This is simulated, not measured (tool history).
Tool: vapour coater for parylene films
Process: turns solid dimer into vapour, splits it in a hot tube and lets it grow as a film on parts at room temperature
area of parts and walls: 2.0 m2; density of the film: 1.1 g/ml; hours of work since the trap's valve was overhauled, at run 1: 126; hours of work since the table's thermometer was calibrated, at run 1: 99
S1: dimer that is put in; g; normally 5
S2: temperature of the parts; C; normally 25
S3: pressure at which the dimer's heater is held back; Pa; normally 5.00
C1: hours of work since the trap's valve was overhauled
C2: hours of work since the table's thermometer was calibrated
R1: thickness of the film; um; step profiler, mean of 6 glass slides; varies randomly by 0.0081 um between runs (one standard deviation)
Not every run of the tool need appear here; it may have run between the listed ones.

| run | hour | S1 | S2 | S3 | C1 | C2 | R1 |
|---|---|---|---|---|---|---|---|
| 1 | 0.0 | 5 | 25 | 5.00 | 126 | 99 | 1.650 |
| 2 | 31.2 | 5 | 25 | 8.93 | 141 | 115 | 1.598 |
| 3 | 63.0 | 5 | 25 | 8.93 | 157 | 131 | 1.601 |
| 4 | 100.7 | 5 | 28 | 5.00 | 176 | 150 | 1.438 |
| 5 | 123.6 | 5 | 37 | 5.00 | 188 | 161 | 0.970 |
| 6 | 141.3 | 5 | 25 | 5.00 | 196 | 170 | 1.625 |
| 7 | 171.1 | 9 | 25 | 5.00 | 211 | 185 | 2.937 |
| 8 | 195.3 | 9 | 19 | 5.00 | 224 | 197 | 3.791 |
| 9 | 213.9 | 3 | 25 | 5.00 | 233 | 206 | 0.977 |
| 10 | 236.2 | 5 | 25 | 2.85 | 244 | 218 | 1.679 |
| 11 | 269.4 | 5 | 25 | 2.85 | 261 | 234 | 1.662 |
| 12 | 285.7 | 5 | 25 | 2.85 | 269 | 242 | 1.654 |
| 13 | 315.3 | 6 | 25 | 5.00 | 284 | 257 | 1.943 |
|  | 322.2 | trap's valve overhauled |
| 14 | 349.7 | 5 | 25 | 5.00 | 14 | 272 | 1.571 |
| 15 | 383.1 | 5 | 25 | 5.00 | 30 | 289 | 1.549 |
| 16 | 407.5 | 5 | 25 | 5.00 | 43 | 301 | 1.572 |
| 17 | 440.0 | 5 | 25 | 5.00 | 59 | 318 | 1.555 |
| 18 | 469.5 | 5 | 24 | 5.00 | 74 | 332 | 1.627 |
| 19 | 503.1 | 5 | 24 | 5.00 | 90 | 349 | 1.609 |
|  | 536.3 | trap's valve overhauled, once more |
| 20 | 541.5 | 5 | 24 | 5.00 | 3 | 366 | 1.766 |
| 21 | 572.2 | 8 | 22 | 6.88 | 18 | 382 | 3.031 |
| 22 | 600.1 | 8 | 22 | 8.84 | 32 | 396 | 2.980 |
| 23 | 623.4 | 5 | 37 | 6.42 | 44 | 407 | 0.986 |
| 24 | 639.5 | 5 | 37 | 6.42 | 52 | 415 | 0.979 |
| 25 | 656.4 | 9 | 28 | 6.91 | 60 | 424 | 2.599 |
| 26 | 673.0 | 9 | 28 | 6.91 | 68 | 432 | 2.592 |
| 27 | 695.5 | 6 | 23 | 4.98 | 80 | 443 | 2.184 |
| 28 | 721.6 | 2 | 25 | 2.50 | 93 | 456 | 0.686 |
| 29 | 738.7 | 5 | 18 | 7.12 | 101 | 465 | 2.163 |
| 30 | 775.7 | 5 | 18 | 7.12 | 120 | 483 | 2.165 |
| 31 | 792.6 | 4 | 24 | 5.00 | 128 | 492 | 1.382 |
| 32 | 815.6 | 2 | 21 | 3.92 | 140 | 503 | 0.795 |
| 33 | 850.5 | 7 | 25 | 2.11 | 157 | 521 | 2.414 |
| 34 | 873.4 | 7 | 25 | 2.11 | 169 | 532 | 2.407 |
| 35 | 894.8 | 2 | 28 | 5.53 | 179 | 543 | 0.571 |
| 36 | 917.6 | 7 | 25 | 10.61 | 191 | 554 | 2.210 |
| 37 | 937.8 | 7 | 25 | 10.61 | 201 | 564 | 2.186 |
| 38 | 969.1 | 5 | 32 | 8.09 | 216 | 580 | 1.172 |

Branching from run 38: 3 alternative next runs. What would each branch give?
| A | 999.4 | 5 | 29 | 10.86 | 232 | 595 | ? |
| B | 999.4 | 5 | 32 | 6.75 | 232 | 595 | ? |
| C | 999.4 | 5 | 25 | 8.35 | 232 | 595 | ? |

| run | R1 |
|---|---|
| A | 1.307 |
| B | 1.175 |
| C | 1.578 |
With the hidden condition removed and each run's random variation left untouched, the same runs would have given:
| run | R1 |
|---|---|
| A | 1.355 |
| B | 1.218 |
| C | 1.635 |

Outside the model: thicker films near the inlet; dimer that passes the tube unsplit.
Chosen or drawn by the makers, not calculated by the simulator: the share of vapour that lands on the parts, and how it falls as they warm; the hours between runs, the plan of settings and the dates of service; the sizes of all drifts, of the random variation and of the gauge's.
